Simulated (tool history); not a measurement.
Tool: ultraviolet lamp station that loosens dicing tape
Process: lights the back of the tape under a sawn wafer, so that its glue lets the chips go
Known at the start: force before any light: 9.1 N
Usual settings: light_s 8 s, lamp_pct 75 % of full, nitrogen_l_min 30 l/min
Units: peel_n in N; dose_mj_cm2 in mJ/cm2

{"run": 1, "hour": 0.0, "light_s": 8, "lamp_pct": 75, "nitrogen_l_min": 30, "peel_n": 1.205, "dose_mj_cm2": 208}
{"run": 2, "hour": 9.3, "light_s": 8, "lamp_pct": 75, "nitrogen_l_min": 12, "peel_n": 2.221, "dose_mj_cm2": 204}
{"run": 3, "hour": 26.7, "light_s": 8, "lamp_pct": 75, "nitrogen_l_min": 25, "peel_n": 1.394, "dose_mj_cm2": 202}
{"run": 4, "hour": 44.9, "light_s": 8, "lamp_pct": 93, "nitrogen_l_min": 25, "peel_n": 0.945, "dose_mj_cm2": 251}
{"run": 5, "hour": 53.3, "light_s": 8, "lamp_pct": 93, "nitrogen_l_min": 25, "peel_n": 0.948, "dose_mj_cm2": 253}
{"run": 6, "hour": 67.0, "light_s": 8, "lamp_pct": 93, "nitrogen_l_min": 25, "peel_n": 0.981, "dose_mj_cm2": 248}
{"run": 7, "hour": 81.5, "light_s": 8, "lamp_pct": 93, "nitrogen_l_min": 25, "peel_n": 0.976, "dose_mj_cm2": 250}
{"run": 8, "hour": 95.6, "light_s": 8, "lamp_pct": 75, "nitrogen_l_min": 30, "peel_n": 1.263, "dose_mj_cm2": 203}
{"run": 9, "hour": 104.1, "light_s": 8, "lamp_pct": 75, "nitrogen_l_min": 30, "peel_n": 1.276, "dose_mj_cm2": 201}
{"run": 10, "hour": 112.3, "light_s": 8, "lamp_pct": 85, "nitrogen_l_min": 30, "peel_n": 1.026, "dose_mj_cm2": 231}
{"run": 11, "hour": 119.9, "light_s": 8, "lamp_pct": 75, "nitrogen_l_min": 30, "peel_n": 1.31, "dose_mj_cm2": 199}
{"run": 12, "hour": 134.5, "light_s": 8, "lamp_pct": 75, "nitrogen_l_min": 30, "peel_n": 1.24, "dose_mj_cm2": 200}
{"run": 13, "hour": 152.7, "light_s": 8, "lamp_pct": 75, "nitrogen_l_min": 47, "peel_n": 0.964, "dose_mj_cm2": 197}
{"run": 14, "hour": 163.9, "light_s": 15, "lamp_pct": 75, "nitrogen_l_min": 44, "peel_n": 0.334, "dose_mj_cm2": 376}
{"run": 15, "hour": 179.9, "light_s": 15, "lamp_pct": 73, "nitrogen_l_min": 44, "peel_n": 0.343, "dose_mj_cm2": 366}
{"run": 16, "hour": 190.3, "light_s": 15, "lamp_pct": 73, "nitrogen_l_min": 44, "peel_n": 0.347, "dose_mj_cm2": 361}
{"run": 17, "hour": 207.1, "light_s": 4, "lamp_pct": 60, "nitrogen_l_min": 12, "peel_n": 5.208, "dose_mj_cm2": 79}
{"run": 18, "hour": 215.7, "light_s": 4, "lamp_pct": 60, "nitrogen_l_min": 12, "peel_n": 5.174, "dose_mj_cm2": 76}
{"run": 19, "hour": 233.4, "light_s": 7, "lamp_pct": 92, "nitrogen_l_min": 17, "peel_n": 1.633, "dose_mj_cm2": 209}
{"run": 20, "hour": 247.8, "light_s": 7, "lamp_pct": 92, "nitrogen_l_min": 17, "peel_n": 1.674, "dose_mj_cm2": 211}
{"run": 21, "hour": 257.3, "light_s": 10, "lamp_pct": 67, "nitrogen_l_min": 16, "peel_n": 1.691, "dose_mj_cm2": 217}
{"run": 22, "hour": 274.4, "light_s": 10, "lamp_pct": 67, "nitrogen_l_min": 16, "peel_n": 1.672, "dose_mj_cm2": 218}
{"run": 23, "hour": 286.2, "light_s": 10, "lamp_pct": 90, "nitrogen_l_min": 27, "peel_n": 0.667, "dose_mj_cm2": 296}

Forecast each of these 4 alternatives for the next run:
{"run": "A", "hour": 301.7, "light_s": 10, "lamp_pct": 60, "nitrogen_l_min": 27, "peel_n": "?", "dose_mj_cm2": "?"}
{"run": "B", "hour": 301.7, "light_s": 8, "lamp_pct": 86, "nitrogen_l_min": 52, "peel_n": "?", "dose_mj_cm2": "?"}
{"run": "C", "hour": 301.7, "light_s": 4, "lamp_pct": 75, "nitrogen_l_min": 30, "peel_n": "?", "dose_mj_cm2": "?"}
{"run": "D", "hour": 301.7, "light_s": 15, "lamp_pct": 82, "nitrogen_l_min": 37, "peel_n": "?", "dose_mj_cm2": "?"}

run=A peel_n=1.430 dose_mj_cm2=197
run=B peel_n=0.741 dose_mj_cm2=222
run=C peel_n=3.325 dose_mj_cm2=97
run=D peel_n=0.325 dose_mj_cm2=397
Without the tool's hidden state the same runs would have given:
run=A peel_n=1.189 dose_mj_cm2=219
run=B peel_n=0.602 dose_mj_cm2=247
run=C peel_n=2.981 dose_mj_cm2=108
run=D peel_n=0.290 dose_mj_cm2=442
